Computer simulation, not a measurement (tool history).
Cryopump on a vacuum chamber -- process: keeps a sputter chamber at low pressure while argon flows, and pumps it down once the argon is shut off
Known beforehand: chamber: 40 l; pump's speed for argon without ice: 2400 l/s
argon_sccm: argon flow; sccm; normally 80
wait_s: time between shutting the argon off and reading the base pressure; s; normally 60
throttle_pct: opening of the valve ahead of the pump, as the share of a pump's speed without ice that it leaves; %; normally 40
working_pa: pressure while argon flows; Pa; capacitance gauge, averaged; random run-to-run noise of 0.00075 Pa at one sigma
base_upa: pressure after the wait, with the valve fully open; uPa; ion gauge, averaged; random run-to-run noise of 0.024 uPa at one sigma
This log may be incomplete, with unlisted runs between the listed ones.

run 1 hour=0 | argon_sccm=80 wait_s=60 throttle_pct=40 | working_pa=0.1461 base_upa=1.3
run 2 hour=12 | argon_sccm=80 wait_s=60 throttle_pct=40 | working_pa=0.1458 base_upa=1.36
run 3 hour=30.8 | argon_sccm=80 wait_s=60 throttle_pct=42 | working_pa=0.139 base_upa=1.36
run 4 hour=42.5 | argon_sccm=80 wait_s=37 throttle_pct=40 | working_pa=0.1456 base_upa=1.79
run 5 hour=66.2 | argon_sccm=80 wait_s=37 throttle_pct=40 | working_pa=0.1451 base_upa=1.77
run 6 hour=76.7 | argon_sccm=80 wait_s=37 throttle_pct=40 | working_pa=0.1448 base_upa=1.78
run 7 hour=92.3 | argon_sccm=80 wait_s=37 throttle_pct=40 | working_pa=0.1478 base_upa=1.88
run 8 hour=107.7 | argon_sccm=80 wait_s=37 throttle_pct=40 | working_pa=0.1469 base_upa=1.8
run 9 hour=126.4 | argon_sccm=80 wait_s=171 throttle_pct=33 | working_pa=0.1761 base_upa=0.87
run 10 hour=138.2 | argon_sccm=80 wait_s=171 throttle_pct=33 | working_pa=0.1774 base_upa=0.91
run 11 hour=155.8 | argon_sccm=80 wait_s=26 throttle_pct=40 | working_pa=0.1471 base_upa=2.25
run 12 hour=166 | argon_sccm=54 wait_s=45 throttle_pct=52 | working_pa=0.0778 base_upa=1.64
run 13 hour=187.4 | argon_sccm=64 wait_s=102 throttle_pct=56 | working_pa=0.0853 base_upa=1.05
run 14 hour=199.6 | argon_sccm=64 wait_s=102 throttle_pct=56 | working_pa=0.0861 base_upa=1.11
run 15 hour=216.4 | argon_sccm=64 wait_s=102 throttle_pct=56 | working_pa=0.0859 base_upa=1.16

Branching from run 15: 4 alternative next runs. What would each branch give?
run A hour=233 | argon_sccm=64 wait_s=102 throttle_pct=16 | working_pa=? base_upa=?
run B hour=233 | argon_sccm=36 wait_s=113 throttle_pct=45 | working_pa=? base_upa=?
run C hour=233 | argon_sccm=33 wait_s=102 throttle_pct=45 | working_pa=? base_upa=?
run D hour=233 | argon_sccm=84 wait_s=139 throttle_pct=45 | working_pa=? base_upa=?

run=A working_pa=0.2862 base_upa=1.13
run=B working_pa=0.0593 base_upa=1.09
run=C working_pa=0.055 base_upa=1.16
run=D working_pa=0.1388 base_upa=1.02
Without the tool's unlogged condition, the same runs would have read:
run=A working_pa=0.2807 base_upa=0.57
run=B working_pa=0.0562 base_upa=0.53
run=C working_pa=0.0522 base_upa=0.59
run=D working_pa=0.1317 base_upa=0.45
